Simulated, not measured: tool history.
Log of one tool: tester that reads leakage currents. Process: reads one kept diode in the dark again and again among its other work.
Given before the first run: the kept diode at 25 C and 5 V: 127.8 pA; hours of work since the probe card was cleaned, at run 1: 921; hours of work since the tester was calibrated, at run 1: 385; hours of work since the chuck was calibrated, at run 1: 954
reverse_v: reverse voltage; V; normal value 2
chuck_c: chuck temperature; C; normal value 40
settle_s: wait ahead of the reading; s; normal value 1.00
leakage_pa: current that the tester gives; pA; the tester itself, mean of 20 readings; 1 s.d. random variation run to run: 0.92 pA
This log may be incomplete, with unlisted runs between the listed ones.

| run | hour | reverse_v | chuck_c | settle_s | hours of work since the probe card was cleaned | hours of work since the tester was calibrated | hours of work since the chuck was calibrated | leakage_pa |
|---|---|---|---|---|---|---|---|---|
| 1 | 0.0 | 2 | 40 | 1.00 | 921 | 385 | 954 | 307.42 |
| 2 | 42.1 | 2 | 40 | 1.00 | 943 | 407 | 976 | 307.31 |
| 3 | 80.6 | 2 | 40 | 1.00 | 963 | 427 | 996 | 308.23 |
| 4 | 101.3 | 2 | 40 | 1.00 | 974 | 438 | 1007 | 307.40 |
| 5 | 123.6 | 2 | 40 | 1.00 | 985 | 449 | 1018 | 307.09 |
| 6 | 165.1 | 2 | 40 | 1.00 | 1007 | 471 | 1040 | 305.23 |
| 7 | 189.8 | 2 | 40 | 1.00 | 1020 | 483 | 1053 | 306.80 |
| 8 | 231.5 | 2 | 40 | 1.00 | 1041 | 505 | 1074 | 306.26 |
| 9 | 268.6 | 2 | 22 | 1.00 | 1060 | 524 | 1093 | 69.64 |
| 10 | 292.3 | 2 | 22 | 1.00 | 1073 | 537 | 1106 | 69.66 |
| 11 | 320.7 | 2 | 22 | 1.00 | 1087 | 551 | 1120 | 69.82 |
| 12 | 340.4 | 2 | 22 | 1.00 | 1098 | 561 | 1131 | 69.73 |
| 13 | 382.4 | 2 | 40 | 1.00 | 1119 | 583 | 1152 | 309.35 |
| 14 | 417.5 | 2 | 39 | 1.32 | 1138 | 601 | 1171 | 283.72 |

Run 15 comes next. What will it give?
| 15 | 448.7 | 1 | 45 | 1.28 | 1154 | 618 | 1187 | ? |

{"run 15": {"leakage_pa": 343.7}}
The same run, on a tool lacking any hidden state, would have yielded leakage_pa 344.10 pA.
